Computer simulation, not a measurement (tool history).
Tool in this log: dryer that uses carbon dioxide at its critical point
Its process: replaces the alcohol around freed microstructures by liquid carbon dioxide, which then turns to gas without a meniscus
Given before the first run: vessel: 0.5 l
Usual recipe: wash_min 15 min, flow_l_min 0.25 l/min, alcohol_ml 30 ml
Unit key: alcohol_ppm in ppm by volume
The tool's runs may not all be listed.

{"run": 1, "hour": 0.0, "wash_min": 15, "flow_l_min": 0.25, "alcohol_ml": 30, "alcohol_ppm": 157}
{"run": 2, "hour": 20.1, "wash_min": 15, "flow_l_min": 0.25, "alcohol_ml": 30, "alcohol_ppm": 159}
{"run": 3, "hour": 41.6, "wash_min": 15, "flow_l_min": 0.25, "alcohol_ml": 30, "alcohol_ppm": 171}
{"run": 4, "hour": 63.5, "wash_min": 15, "flow_l_min": 0.25, "alcohol_ml": 27, "alcohol_ppm": 153}
{"run": 5, "hour": 89.8, "wash_min": 15, "flow_l_min": 0.25, "alcohol_ml": 30, "alcohol_ppm": 184}
{"run": 6, "hour": 103.7, "wash_min": 15, "flow_l_min": 0.25, "alcohol_ml": 30, "alcohol_ppm": 192}
{"hour": 127.5, "done": "inlet filter changed"}
{"run": 7, "hour": 132.3, "wash_min": 15, "flow_l_min": 0.208, "alcohol_ml": 30, "alcohol_ppm": 261}
{"run": 8, "hour": 154.6, "wash_min": 15, "flow_l_min": 0.208, "alcohol_ml": 30, "alcohol_ppm": 277}
{"run": 9, "hour": 183.5, "wash_min": 15, "flow_l_min": 0.25, "alcohol_ml": 30, "alcohol_ppm": 141}
{"run": 10, "hour": 213.4, "wash_min": 15, "flow_l_min": 0.25, "alcohol_ml": 30, "alcohol_ppm": 154}
{"run": 11, "hour": 240.7, "wash_min": 15, "flow_l_min": 0.25, "alcohol_ml": 30, "alcohol_ppm": 156}
{"run": 12, "hour": 269.2, "wash_min": 15, "flow_l_min": 0.25, "alcohol_ml": 68, "alcohol_ppm": 269}
{"run": 13, "hour": 291.9, "wash_min": 15, "flow_l_min": 0.25, "alcohol_ml": 68, "alcohol_ppm": 288}
{"run": 14, "hour": 321.9, "wash_min": 15, "flow_l_min": 0.25, "alcohol_ml": 68, "alcohol_ppm": 285}
{"run": 15, "hour": 338.2, "wash_min": 15, "flow_l_min": 0.25, "alcohol_ml": 68, "alcohol_ppm": 302}
{"run": 16, "hour": 353.0, "wash_min": 15, "flow_l_min": 0.25, "alcohol_ml": 30, "alcohol_ppm": 183}
{"run": 17, "hour": 374.2, "wash_min": 15, "flow_l_min": 0.25, "alcohol_ml": 30, "alcohol_ppm": 196}
{"run": 18, "hour": 393.1, "wash_min": 15, "flow_l_min": 0.25, "alcohol_ml": 30, "alcohol_ppm": 204}
{"run": 19, "hour": 421.3, "wash_min": 11, "flow_l_min": 0.25, "alcohol_ml": 30, "alcohol_ppm": 645}
{"run": 20, "hour": 434.1, "wash_min": 11, "flow_l_min": 0.25, "alcohol_ml": 30, "alcohol_ppm": 662}
{"run": 21, "hour": 462.9, "wash_min": 11, "flow_l_min": 0.249, "alcohol_ml": 30, "alcohol_ppm": 695}
{"run": 22, "hour": 475.7, "wash_min": 15, "flow_l_min": 0.26, "alcohol_ml": 30, "alcohol_ppm": 210}
{"run": 23, "hour": 504.8, "wash_min": 15, "flow_l_min": 0.208, "alcohol_ml": 30, "alcohol_ppm": 438}
{"run": 24, "hour": 532.7, "wash_min": 15, "flow_l_min": 0.208, "alcohol_ml": 53, "alcohol_ppm": 685}
{"run": 25, "hour": 561.3, "wash_min": 15, "flow_l_min": 0.208, "alcohol_ml": 53, "alcohol_ppm": 694}
{"run": 26, "hour": 587.4, "wash_min": 15, "flow_l_min": 0.32, "alcohol_ml": 30, "alcohol_ppm": 174}
{"run": 27, "hour": 616.1, "wash_min": 15, "flow_l_min": 0.32, "alcohol_ml": 30, "alcohol_ppm": 183}
{"hour": 630.1, "done": "inlet filter changed"}
{"run": 28, "hour": 635.5, "wash_min": 17, "flow_l_min": 0.401, "alcohol_ml": 50, "alcohol_ppm": 151}
{"run": 29, "hour": 658.9, "wash_min": 19, "flow_l_min": 0.25, "alcohol_ml": 30, "alcohol_ppm": 162}
{"run": 30, "hour": 687.5, "wash_min": 10, "flow_l_min": 0.3, "alcohol_ml": 70, "alcohol_ppm": 821}
{"run": 31, "hour": 705.5, "wash_min": 15, "flow_l_min": 0.219, "alcohol_ml": 30, "alcohol_ppm": 328}
{"run": 32, "hour": 726.2, "wash_min": 9, "flow_l_min": 0.193, "alcohol_ml": 30, "alcohol_ppm": 2651}
{"run": 33, "hour": 743.0, "wash_min": 21, "flow_l_min": 0.415, "alcohol_ml": 30, "alcohol_ppm": 182}
{"run": 34, "hour": 770.1, "wash_min": 21, "flow_l_min": 0.415, "alcohol_ml": 22, "alcohol_ppm": 179}
{"run": 35, "hour": 784.5, "wash_min": 15, "flow_l_min": 0.306, "alcohol_ml": 30, "alcohol_ppm": 200}
{"run": 36, "hour": 814.2, "wash_min": 15, "flow_l_min": 0.306, "alcohol_ml": 30, "alcohol_ppm": 205}
{"run": 37, "hour": 829.1, "wash_min": 22, "flow_l_min": 0.395, "alcohol_ml": 63, "alcohol_ppm": 189}
{"run": 38, "hour": 844.3, "wash_min": 15, "flow_l_min": 0.405, "alcohol_ml": 52, "alcohol_ppm": 205}
{"run": 39, "hour": 862.6, "wash_min": 9, "flow_l_min": 0.221, "alcohol_ml": 52, "alcohol_ppm": 3402}
{"run": 40, "hour": 875.7, "wash_min": 9, "flow_l_min": 0.221, "alcohol_ml": 52, "alcohol_ppm": 3326}
{"run": 41, "hour": 897.0, "wash_min": 9, "flow_l_min": 0.221, "alcohol_ml": 52, "alcohol_ppm": 3392}
{"run": 42, "hour": 924.0, "wash_min": 9, "flow_l_min": 0.221, "alcohol_ml": 52, "alcohol_ppm": 3530}
{"run": 43, "hour": 938.3, "wash_min": 9, "flow_l_min": 0.221, "alcohol_ml": 52, "alcohol_ppm": 3629}
{"hour": 959.7, "done": "purifier's bed changed"}
{"run": 44, "hour": 970.1, "wash_min": 9, "flow_l_min": 0.282, "alcohol_ml": 52, "alcohol_ppm": 1442}
{"run": 45, "hour": 984.1, "wash_min": 9, "flow_l_min": 0.282, "alcohol_ml": 52, "alcohol_ppm": 1409}
{"run": 46, "hour": 1009.0, "wash_min": 9, "flow_l_min": 0.282, "alcohol_ml": 52, "alcohol_ppm": 1482}
{"run": 47, "hour": 1029.9, "wash_min": 9, "flow_l_min": 0.282, "alcohol_ml": 52, "alcohol_ppm": 1478}
{"run": 48, "hour": 1054.2, "wash_min": 11, "flow_l_min": 0.247, "alcohol_ml": 30, "alcohol_ppm": 644}

Branching from run 48: 3 alternative next runs. What would each branch give?
{"run": "A", "hour": 1074.5, "wash_min": 12, "flow_l_min": 0.25, "alcohol_ml": 40, "alcohol_ppm": "?"}
{"run": "B", "hour": 1074.5, "wash_min": 11, "flow_l_min": 0.254, "alcohol_ml": 68, "alcohol_ppm": "?"}
{"run": "C", "hour": 1074.5, "wash_min": 15, "flow_l_min": 0.212, "alcohol_ml": 30, "alcohol_ppm": "?"}

run=A alcohol_ppm=562
run=B alcohol_ppm=1288
run=C alcohol_ppm=322
Without the tool's unlogged condition, the same runs would have read:
run=A alcohol_ppm=337
run=B alcohol_ppm=814
run=C alcohol_ppm=182
